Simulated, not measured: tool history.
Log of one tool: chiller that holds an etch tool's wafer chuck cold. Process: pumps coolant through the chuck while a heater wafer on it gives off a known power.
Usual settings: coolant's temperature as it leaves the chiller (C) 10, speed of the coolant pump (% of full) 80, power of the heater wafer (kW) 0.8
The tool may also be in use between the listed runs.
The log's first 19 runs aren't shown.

| run | hour | coolant's temperature as it leaves the chiller (C) | speed of the coolant pump (% of full) | power of the heater wafer (kW) | hours since the coolant was changed and the channels were flushed | hours since the pump was overhauled | hours since the chiller's thermometer was calibrated | chuck's temperature once it has settled (C) | how much warmer the coolant comes back (C) |
|---|---|---|---|---|---|---|---|---|---|
| 20 | 643 | 4 | 87 | 0.606 | 1652 | 1734 | 2281 | 9.3 | 1.41 |
| 21 | 677 | 2 | 71 | 0.8 | 1686 | 1768 | 2314 | 10.2 | 2.35 |
| 22 | 703.5 | 10 | 66 | 0.926 | 1712 | 1795 | 2341 | 20.1 | 2.94 |
| 23 | 747.4 | 19 | 63 | 0.8 | 1756 | 1838 | 2385 | 28.2 | 2.68 |
| 24 | 767.6 | 19 | 63 | 0.8 | 1776 | 1859 | 2405 | 28.3 | 2.71 |
| 25 | 802.1 | 18 | 78 | 0.424 | 1811 | 1893 | 2440 | 22 | 1.16 |
| 26 | 845.9 | 6 | 61 | 0.669 | 1855 | 1937 | 2483 | 14 | 2.3 |
| 27 | 876.8 | 8 | 80 | 0.432 | 1886 | 1968 | 2514 | 12.1 | 1.14 |
| 28 | 910.4 | 8 | 80 | 0.432 | 1919 | 2001 | 2548 | 12.1 | 1.12 |
| 29 | 940.3 | 14 | 80 | 0.86 | 1949 | 2031 | 2578 | 21.9 | 2.22 |

Forecast run 30:
| 30 | 974.6 | 12 | 80 | 0.8 | 1983 | 2066 | 2612 | ? | ? |

{"run 30": {"chuck's temperature once it has settled (C)": 19.6, "how much warmer the coolant comes back (C)": 2.06}}
Without the tool's hidden state the same run would have given chuck's temperature once it has settled (C) 18.9, how much warmer the coolant comes back (C) 1.98.
